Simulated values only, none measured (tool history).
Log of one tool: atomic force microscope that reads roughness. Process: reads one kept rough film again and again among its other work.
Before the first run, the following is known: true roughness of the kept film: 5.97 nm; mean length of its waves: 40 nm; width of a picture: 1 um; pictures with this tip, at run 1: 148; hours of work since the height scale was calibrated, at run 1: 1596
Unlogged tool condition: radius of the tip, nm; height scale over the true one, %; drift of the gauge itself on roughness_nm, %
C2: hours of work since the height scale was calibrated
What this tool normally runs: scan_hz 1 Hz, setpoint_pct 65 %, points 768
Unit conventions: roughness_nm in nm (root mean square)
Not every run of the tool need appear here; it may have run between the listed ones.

{"run": 1, "hour": 0.0, "scan_hz": 1, "setpoint_pct": 65, "points": 768, "pictures with this tip": 148, "C2": 1596, "roughness_nm": 4.97}
{"run": 2, "hour": 72.4, "scan_hz": 1, "setpoint_pct": 65, "points": 768, "pictures with this tip": 222, "C2": 1633, "roughness_nm": 4.833}
{"run": 3, "hour": 140.5, "scan_hz": 1, "setpoint_pct": 65, "points": 768, "pictures with this tip": 291, "C2": 1667, "roughness_nm": 4.673}
{"hour": 193.4, "done": "new tip fitted"}
{"run": 4, "hour": 202.2, "scan_hz": 1, "setpoint_pct": 65, "points": 768, "pictures with this tip": 9, "C2": 1698, "roughness_nm": 5.173}
{"run": 5, "hour": 259.3, "scan_hz": 1, "setpoint_pct": 65, "points": 768, "pictures with this tip": 68, "C2": 1727, "roughness_nm": 5.107}
{"run": 6, "hour": 302.5, "scan_hz": 1, "setpoint_pct": 84, "points": 768, "pictures with this tip": 112, "C2": 1749, "roughness_nm": 4.915}
{"run": 7, "hour": 337.8, "scan_hz": 1, "setpoint_pct": 84, "points": 768, "pictures with this tip": 148, "C2": 1766, "roughness_nm": 4.818}
{"run": 8, "hour": 378.8, "scan_hz": 1, "setpoint_pct": 84, "points": 768, "pictures with this tip": 190, "C2": 1787, "roughness_nm": 4.741}
{"run": 9, "hour": 411.2, "scan_hz": 1, "setpoint_pct": 65, "points": 282, "pictures with this tip": 223, "C2": 1803, "roughness_nm": 4.745}
{"run": 10, "hour": 490.7, "scan_hz": 1, "setpoint_pct": 65, "points": 282, "pictures with this tip": 305, "C2": 1843, "roughness_nm": 4.63}
{"run": 11, "hour": 523.4, "scan_hz": 1, "setpoint_pct": 65, "points": 768, "pictures with this tip": 338, "C2": 1860, "roughness_nm": 4.609}
{"hour": 529.9, "done": "new tip fitted"}
{"run": 12, "hour": 581.8, "scan_hz": 1, "setpoint_pct": 65, "points": 768, "pictures with this tip": 53, "C2": 1889, "roughness_nm": 5.106}
{"run": 13, "hour": 655.6, "scan_hz": 1, "setpoint_pct": 65, "points": 472, "pictures with this tip": 128, "C2": 1926, "roughness_nm": 4.95}
{"run": 14, "hour": 735.0, "scan_hz": 1, "setpoint_pct": 65, "points": 472, "pictures with this tip": 210, "C2": 1966, "roughness_nm": 4.835}
{"run": 15, "hour": 796.9, "scan_hz": 1, "setpoint_pct": 65, "points": 472, "pictures with this tip": 273, "C2": 1998, "roughness_nm": 4.725}
{"run": 16, "hour": 833.3, "scan_hz": 1, "setpoint_pct": 65, "points": 472, "pictures with this tip": 311, "C2": 2016, "roughness_nm": 4.598}
{"hour": 866.3, "done": "new tip fitted"}
{"run": 17, "hour": 882.5, "scan_hz": 1, "setpoint_pct": 65, "points": 472, "pictures with this tip": 16, "C2": 2041, "roughness_nm": 5.132}
{"run": 18, "hour": 954.0, "scan_hz": 3.79, "setpoint_pct": 65, "points": 768, "pictures with this tip": 90, "C2": 2077, "roughness_nm": 4.834}
{"run": 19, "hour": 1008.8, "scan_hz": 3.79, "setpoint_pct": 65, "points": 768, "pictures with this tip": 146, "C2": 2104, "roughness_nm": 4.712}
{"run": 20, "hour": 1050.0, "scan_hz": 3.79, "setpoint_pct": 65, "points": 768, "pictures with this tip": 188, "C2": 2125, "roughness_nm": 4.684}
{"run": 21, "hour": 1108.2, "scan_hz": 3.79, "setpoint_pct": 65, "points": 768, "pictures with this tip": 248, "C2": 2155, "roughness_nm": 4.544}
{"run": 22, "hour": 1188.3, "scan_hz": 3.79, "setpoint_pct": 65, "points": 768, "pictures with this tip": 330, "C2": 2195, "roughness_nm": 4.433}
{"hour": 1200.7, "done": "new tip fitted"}
{"run": 23, "hour": 1262.5, "scan_hz": 3.79, "setpoint_pct": 65, "points": 373, "pictures with this tip": 63, "C2": 2232, "roughness_nm": 4.825}
{"run": 24, "hour": 1339.9, "scan_hz": 1, "setpoint_pct": 65, "points": 600, "pictures with this tip": 143, "C2": 2271, "roughness_nm": 4.923}
{"run": 25, "hour": 1400.0, "scan_hz": 1, "setpoint_pct": 82, "points": 768, "pictures with this tip": 204, "C2": 2301, "roughness_nm": 4.735}
{"run": 26, "hour": 1435.3, "scan_hz": 2.43, "setpoint_pct": 72, "points": 642, "pictures with this tip": 240, "C2": 2319, "roughness_nm": 4.591}
{"run": 27, "hour": 1501.8, "scan_hz": 0.97, "setpoint_pct": 57, "points": 723, "pictures with this tip": 309, "C2": 2353, "roughness_nm": 4.689}
{"hour": 1535.8, "done": "new tip fitted"}
{"run": 28, "hour": 1570.0, "scan_hz": 0.97, "setpoint_pct": 57, "points": 723, "pictures with this tip": 35, "C2": 2387, "roughness_nm": 5.114}
{"run": 29, "hour": 1606.7, "scan_hz": 1, "setpoint_pct": 62, "points": 619, "pictures with this tip": 73, "C2": 2406, "roughness_nm": 5.045}
{"run": 30, "hour": 1657.4, "scan_hz": 0.5, "setpoint_pct": 65, "points": 389, "pictures with this tip": 125, "C2": 2431, "roughness_nm": 4.98}
{"run": 31, "hour": 1732.6, "scan_hz": 0.5, "setpoint_pct": 65, "points": 389, "pictures with this tip": 202, "C2": 2469, "roughness_nm": 4.839}
{"run": 32, "hour": 1765.8, "scan_hz": 0.5, "setpoint_pct": 56, "points": 338, "pictures with this tip": 236, "C2": 2486, "roughness_nm": 4.743}
{"run": 33, "hour": 1808.2, "scan_hz": 0.79, "setpoint_pct": 69, "points": 604, "pictures with this tip": 279, "C2": 2507, "roughness_nm": 4.657}
{"run": 34, "hour": 1866.9, "scan_hz": 0.79, "setpoint_pct": 69, "points": 604, "pictures with this tip": 339, "C2": 2537, "roughness_nm": 4.594}
{"hour": 1870.8, "done": "new tip fitted"}
{"run": 35, "hour": 1901.4, "scan_hz": 0.79, "setpoint_pct": 69, "points": 604, "pictures with this tip": 31, "C2": 2554, "roughness_nm": 5.116}
{"run": 36, "hour": 1959.2, "scan_hz": 0.67, "setpoint_pct": 65, "points": 277, "pictures with this tip": 90, "C2": 2583, "roughness_nm": 4.978}
{"run": 37, "hour": 2004.3, "scan_hz": 0.67, "setpoint_pct": 65, "points": 277, "pictures with this tip": 137, "C2": 2606, "roughness_nm": 4.892}
{"run": 38, "hour": 2063.0, "scan_hz": 0.67, "setpoint_pct": 65, "points": 277, "pictures with this tip": 197, "C2": 2636, "roughness_nm": 4.801}
{"hour": 2096.2, "done": "height scale calibrated on a step standard"}
{"run": 39, "hour": 2135.8, "scan_hz": 0.67, "setpoint_pct": 65, "points": 277, "pictures with this tip": 270, "C2": 20, "roughness_nm": 4.804}
{"run": 40, "hour": 2202.8, "scan_hz": 2.08, "setpoint_pct": 65, "points": 613, "pictures with this tip": 339, "C2": 54, "roughness_nm": 4.603}
{"hour": 2207.7, "done": "new tip fitted"}
{"run": 41, "hour": 2270.3, "scan_hz": 1.46, "setpoint_pct": 85, "points": 367, "pictures with this tip": 65, "C2": 88, "roughness_nm": 4.913}
{"run": 42, "hour": 2304.8, "scan_hz": 1.76, "setpoint_pct": 71, "points": 409, "pictures with this tip": 100, "C2": 105, "roughness_nm": 4.971}
{"run": 43, "hour": 2342.8, "scan_hz": 1.76, "setpoint_pct": 71, "points": 409, "pictures with this tip": 139, "C2": 124, "roughness_nm": 4.901}

What does the tool deliver on the next run?
{"run": 44, "hour": 2411.1, "scan_hz": 0.62, "setpoint_pct": 84, "points": 768, "pictures with this tip": 209, "C2": 159, "roughness_nm": "?"}

{"run 44": {"roughness_nm": 4.896}}
Without the tool's hidden state the same run would have given roughness_nm 5.33 nm (root mean square).

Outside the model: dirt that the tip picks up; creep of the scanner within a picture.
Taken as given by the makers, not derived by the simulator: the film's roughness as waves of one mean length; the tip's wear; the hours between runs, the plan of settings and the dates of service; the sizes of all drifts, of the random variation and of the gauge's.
